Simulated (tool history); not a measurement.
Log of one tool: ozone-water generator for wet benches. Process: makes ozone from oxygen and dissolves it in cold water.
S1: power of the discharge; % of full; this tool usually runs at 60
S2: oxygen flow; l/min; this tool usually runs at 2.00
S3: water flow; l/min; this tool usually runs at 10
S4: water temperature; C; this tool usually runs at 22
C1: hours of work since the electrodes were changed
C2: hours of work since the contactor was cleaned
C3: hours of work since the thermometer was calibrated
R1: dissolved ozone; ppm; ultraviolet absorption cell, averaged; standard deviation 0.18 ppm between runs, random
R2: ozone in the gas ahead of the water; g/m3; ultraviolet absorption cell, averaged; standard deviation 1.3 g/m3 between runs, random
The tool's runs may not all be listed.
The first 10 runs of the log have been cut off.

Run 11, hour 329.3: usual settings but S2 1.10 l/min, S3 13 l/min; C1 769; C2 1736; C3 3327. Result: R1 15.8 ppm, R2 301.0 g/m3.
Run 12, hour 348.1: usual settings; C1 787; C2 1754; C3 3345. Result: R1 24.8 ppm, R2 250.1 g/m3.
Run 13, hour 375.1: usual settings but S3 15 l/min; C1 813; C2 1780; C3 3371. Result: R1 17.8 ppm, R2 250.4 g/m3.
Run 14, hour 400.9: usual settings but S3 15 l/min; C1 837; C2 1804; C3 3396. Result: R1 17.9 ppm, R2 252.1 g/m3.
Run 15, hour 422.2: usual settings but S4 17 C; C1 858; C2 1825; C3 3416. Result: R1 26.1 ppm, R2 249.9 g/m3.
Run 16, hour 457.2: usual settings but S1 59 % of full; C1 891; C2 1858; C3 3450. Result: R1 24.3 ppm, R2 247.6 g/m3.
Run 17, hour 492.9: usual settings but S1 47 % of full, S2 1.35 l/min, S3 15 l/min; C1 926; C2 1893; C3 3484. Result: R1 12.8 ppm, R2 238.3 g/m3.
Run 18, hour 536.6: usual settings but S1 52 % of full, S2 1.33 l/min, S4 19 C; C1 968; C2 1934; C3 3526. Result: R1 20.2 ppm, R2 256.3 g/m3.
Run 19, hour 559.9: usual settings but S1 88 % of full, S2 1.33 l/min, S3 16 l/min, S4 19 C; C1 990; C2 1957; C3 3548. Result: R1 19.0 ppm, R2 372.4 g/m3.
Run 20, hour 600.2: usual settings but S4 16 C; C1 1028; C2 1995; C3 3587. Result: R1 26.7 ppm, R2 253.3 g/m3.
Run 21, hour 634.9: usual settings but S1 99 % of full, S4 24 C; C1 1062; C2 2029; C3 3620. Result: R1 34.7 ppm, R2 361.8 g/m3.
Run 22, hour 654.5: usual settings but S2 1.39 l/min, S3 13 l/min; C1 1080; C2 2047; C3 3639. Result: R1 17.7 ppm, R2 278.5 g/m3.
Run 23, hour 676.7: usual settings but S2 1.39 l/min, S3 13 l/min; C1 1102; C2 2069; C3 3660. Result: R1 17.6 ppm, R2 282.8 g/m3.
Run 24, hour 714.2: usual settings but S3 12 l/min, S4 14 C; C1 1138; C2 2105; C3 3696. Result: R1 23.6 ppm, R2 254.2 g/m3.
Run 25, hour 734.2: usual settings but S2 1.11 l/min, S3 7 l/min; C1 1157; C2 2124; C3 3715. Result: R1 27.0 ppm, R2 304.0 g/m3.
Run 26, hour 762.8: usual settings but S2 1.11 l/min, S3 7 l/min; C1 1184; C2 2151; C3 3743. Result: R1 26.8 ppm, R2 306.7 g/m3.
Run 27, hour 794.0: usual settings but S1 46 % of full, S3 6 l/min; C1 1214; C2 2181; C3 3773. Result: R1 28.5 ppm, R2 211.5 g/m3.
At hour 801.1: gauge calibrated.
Run 28, hour 826.1: usual settings but S1 46 % of full, S2 1.15 l/min, S3 6 l/min, S4 25 C; C1 1245; C2 2212; C3 3804. Result: R1 24.2 ppm, R2 240.3 g/m3.
Run 29, hour 871.2: usual settings but S1 46 % of full, S2 1.15 l/min, S3 9 l/min, S4 16 C; C1 1288; C2 2255; C3 3847. Result: R1 19.6 ppm, R2 244.2 g/m3.
Run 30, hour 900.6: usual settings but S2 1.12 l/min, S3 11 l/min; C1 1316; C2 2283; C3 3875. Result: R1 18.5 ppm, R2 294.6 g/m3.
Run 31, hour 921.0: usual settings but S3 8 l/min; C1 1336; C2 2303; C3 3895. Result: R1 28.8 ppm, R2 248.1 g/m3.
Run 32, hour 951.2: usual settings but S3 8 l/min; C1 1365; C2 2332; C3 3924. Result: R1 29.0 ppm, R2 246.7 g/m3.

Branching from run 32: 5 alternative next runs. What would each branch give?
Run A, hour 979.5: usual settings but S2 3.02 l/min, S3 8 l/min; C1 1392; C2 2359; C3 3951. Result: R1 ?, R2 ?.
Run B, hour 979.5: usual settings but S2 2.72 l/min, S3 9 l/min; C1 1392; C2 2359; C3 3951. Result: R1 ?, R2 ?.
Run C, hour 979.5: usual settings but S4 23 C; C1 1392; C2 2359; C3 3951. Result: R1 ?, R2 ?.
Run D, hour 979.5: usual settings but S2 1.71 l/min, S3 15 l/min, S4 20 C; C1 1392; C2 2359; C3 3951. Result: R1 ?, R2 ?.
Run E, hour 979.5: usual settings but S1 52 % of full, S2 2.10 l/min; C1 1392; C2 2359; C3 3951. Result: R1 ?, R2 ?.

run    R1     R2
  A  31.0  222.9
  B  28.2  227.2
  C  24.2  248.6
  D  17.1  260.5
  E  22.7  221.1
What these runs would have given with no unlogged condition in the tool:
run    R1     R2
  A  31.0  221.6
  B  28.2  225.8
  C  24.3  247.1
  D  17.1  258.9
  E  22.7  219.8

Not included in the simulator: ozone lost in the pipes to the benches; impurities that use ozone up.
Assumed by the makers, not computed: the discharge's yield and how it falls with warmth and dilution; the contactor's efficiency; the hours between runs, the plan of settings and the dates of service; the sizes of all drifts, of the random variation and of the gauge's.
